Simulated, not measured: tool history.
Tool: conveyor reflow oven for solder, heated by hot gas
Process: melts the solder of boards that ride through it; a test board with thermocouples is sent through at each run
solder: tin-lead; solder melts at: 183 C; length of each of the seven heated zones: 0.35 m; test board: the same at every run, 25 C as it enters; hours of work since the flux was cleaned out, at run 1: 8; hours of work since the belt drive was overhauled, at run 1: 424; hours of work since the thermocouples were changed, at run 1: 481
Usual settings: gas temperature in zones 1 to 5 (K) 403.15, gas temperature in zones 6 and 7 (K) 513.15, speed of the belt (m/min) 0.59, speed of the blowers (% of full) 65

run,hour,gas temperature in zones 1 to 5 (K),gas temperature in zones 6 and 7 (K),speed of the belt (m/min),speed of the blowers (% of full),hours of work since the flux was cleaned out,hours of work since the belt drive was overhauled,hours of work since the thermocouples were changed,highest temperature of the board (K),time above the solder's melting point (s)
1,0,403.15,513.15,0.59,65,8,424,481,492.25,50.4
2,55,417.15,513.15,0.59,65,38,454,511,494.35,57.7
3,86.7,403.15,514.15,0.59,65,55,471,528,491.95,51.5
4,121.5,403.15,514.15,0.59,65,74,490,547,492.65,51.9
5,163.8,403.15,501.15,0.59,65,97,513,569,481.45,42.8
6,222.2,403.15,501.15,0.59,65,128,545,601,481.75,42.3
7,274.1,403.15,501.15,0.59,65,156,573,629,481.45,42.7
8,326.1,403.15,513.15,0.59,65,185,601,657,491.45,50.8
9,363.9,403.15,513.15,0.59,65,205,621,678,491.45,51.5
10,402.2,403.15,513.15,0.59,65,226,642,698,491.85,50.9
11,457.6,403.15,513.15,0.59,65,256,672,728,491.45,50.7
12,492.6,403.15,513.15,0.59,65,275,691,747,491.15,50.5
13,547.3,403.15,513.15,0.59,65,304,721,777,491.65,51
14,589.3,403.15,513.15,0.59,65,327,743,800,491.55,51
# hour 636.7: flux residue cleaned out of gas plates and filters
15,648.7,403.15,513.15,0.59,65,6,773,829,490.55,50.7
16,715.9,403.15,513.15,0.59,65,43,809,866,491.55,50.9
17,777.3,405.15,512.15,0.59,65,76,842,899,491.05,51.2
18,822.5,405.15,512.15,0.59,65,101,867,923,490.45,52
19,866,403.15,527.15,0.475,82,124,891,947,515.85,80.2
20,919.9,409.15,509.15,0.693,65,153,920,976,483.65,38
21,970,409.15,509.15,0.693,65,180,947,1003,483.25,38.5
22,1006.9,409.15,509.15,0.693,65,200,967,1023,482.85,37.8
23,1056.6,409.15,525.15,0.48,82,227,994,1050,513.75,80.3
24,1091.9,403.15,528.15,0.7,65,246,1013,1069,496.55,45.5
25,1131.6,403.15,513.15,0.676,72,268,1034,1091,487.95,41.9
26,1196.6,403.15,526.15,0.671,65,303,1069,1126,496.35,47.6
27,1233.9,407.15,505.15,0.476,56,323,1090,1146,490.05,64.6
# hour 1289.6: flux residue cleaned out of gas plates and filters
28,1291.4,407.15,505.15,0.476,56,1,1118,1174,489.85,64
29,1337.1,403.15,513.15,0.59,73,26,1143,1199,493.55,53.2
30,1404.8,396.15,516.15,0.69,63,62,1179,1236,485.75,36.3
31,1442.6,396.15,523.15,0.69,65,83,1200,1256,491.05,40.5
32,1511.8,403.15,523.15,0.646,80,120,1237,1294,500.65,52.1

How the hidden state differs across the entries between the runs, from the last listed run before each to the first after it:
Between runs 14 and 15: flux residue cleaned out of gas plates and filters (hour 636.7)
  heat that the gas passes to the board, % of a clean oven's: 99.7 -> 100
Between runs 27 and 28: flux residue cleaned out of gas plates and filters (hour 1289.6)
  heat that the gas passes to the board, % of a clean oven's: 99.7 -> 100

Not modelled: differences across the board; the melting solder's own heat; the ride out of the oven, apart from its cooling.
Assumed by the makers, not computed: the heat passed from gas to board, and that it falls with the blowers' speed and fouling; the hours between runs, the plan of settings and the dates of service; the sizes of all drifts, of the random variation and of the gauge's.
